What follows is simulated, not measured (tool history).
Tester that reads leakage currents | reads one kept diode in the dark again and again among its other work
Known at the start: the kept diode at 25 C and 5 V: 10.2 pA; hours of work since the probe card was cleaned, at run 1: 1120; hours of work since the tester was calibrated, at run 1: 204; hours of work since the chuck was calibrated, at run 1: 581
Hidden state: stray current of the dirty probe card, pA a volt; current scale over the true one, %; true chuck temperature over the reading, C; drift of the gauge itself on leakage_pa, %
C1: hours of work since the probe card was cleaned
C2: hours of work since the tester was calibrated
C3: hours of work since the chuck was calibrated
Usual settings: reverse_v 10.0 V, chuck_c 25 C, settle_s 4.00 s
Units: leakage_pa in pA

Run 1, hour 0.0: usual settings; C1 1120; C2 204; C3 581. Result: leakage_pa 15.22 pA.
Run 2, hour 20.4: usual settings but settle_s 0.92 s; C1 1131; C2 215; C3 592. Result: leakage_pa 16.16 pA.
Run 3, hour 35.9: usual settings but settle_s 0.92 s; C1 1140; C2 223; C3 600. Result: leakage_pa 16.36 pA.
Run 4, hour 70.4: usual settings; C1 1158; C2 242; C3 619. Result: leakage_pa 15.36 pA.
Run 5, hour 92.9: usual settings; C1 1170; C2 254; C3 631. Result: leakage_pa 15.25 pA.
Run 6, hour 122.7: usual settings; C1 1186; C2 270; C3 647. Result: leakage_pa 15.24 pA.
Run 7, hour 156.5: usual settings but chuck_c 50 C; C1 1204; C2 288; C3 665. Result: leakage_pa 130.82 pA.
Run 8, hour 185.8: usual settings; C1 1220; C2 304; C3 681. Result: leakage_pa 15.36 pA.
Run 9, hour 204.0: usual settings; C1 1230; C2 313; C3 691. Result: leakage_pa 15.31 pA.
Run 10, hour 224.9: usual settings; C1 1241; C2 325; C3 702. Result: leakage_pa 15.27 pA.
Run 11, hour 241.2: usual settings; C1 1250; C2 333; C3 711. Result: leakage_pa 15.28 pA.
Run 12, hour 258.9: usual settings but reverse_v 1.7 V; C1 1259; C2 343; C3 720. Result: leakage_pa 5.76 pA.
Run 13, hour 291.8: usual settings but settle_s 0.33 s; C1 1277; C2 360; C3 738. Result: leakage_pa 18.72 pA.
Run 14, hour 312.0: usual settings but reverse_v 1.5 V; C1 1288; C2 371; C3 749. Result: leakage_pa 5.27 pA.
Run 15, hour 332.6: usual settings but reverse_v 1.5 V; C1 1299; C2 382; C3 760. Result: leakage_pa 5.46 pA.
Run 16, hour 348.2: usual settings but reverse_v 1.1 V, settle_s 0.44 s; C1 1307; C2 391; C3 768. Result: leakage_pa 4.80 pA.
Run 17, hour 383.9: usual settings but reverse_v 1.2 V, chuck_c 24 C, settle_s 6.51 s; C1 1326; C2 410; C3 787. Result: leakage_pa 4.39 pA.
Run 18, hour 399.2: usual settings but reverse_v 14.5 V, chuck_c 20 C, settle_s 7.89 s; C1 1334; C2 418; C3 795. Result: leakage_pa 11.70 pA.
Run 19, hour 426.0: usual settings but reverse_v 17.4 V, chuck_c 54 C, settle_s 1.21 s; C1 1349; C2 432; C3 810. Result: leakage_pa 244.33 pA.
Run 20, hour 461.0: usual settings but reverse_v 11.9 V, settle_s 0.69 s; C1 1368; C2 451; C3 828. Result: leakage_pa 18.51 pA.
Run 21, hour 483.1: usual settings but reverse_v 1.3 V, chuck_c 30 C, settle_s 4.31 s; C1 1379; C2 463; C3 840. Result: leakage_pa 7.98 pA.

Run 22 comes next. What will it give?
Run 22, hour 499.2: usual settings but reverse_v 1.1 V, chuck_c 30 C, settle_s 5.50 s; C1 1388; C2 472; C3 849. Result: leakage_pa ?.

{"run 22": {"leakage_pa": 7.22}}
Without the tool's hidden state the same run would have given leakage_pa 7.22 pA.

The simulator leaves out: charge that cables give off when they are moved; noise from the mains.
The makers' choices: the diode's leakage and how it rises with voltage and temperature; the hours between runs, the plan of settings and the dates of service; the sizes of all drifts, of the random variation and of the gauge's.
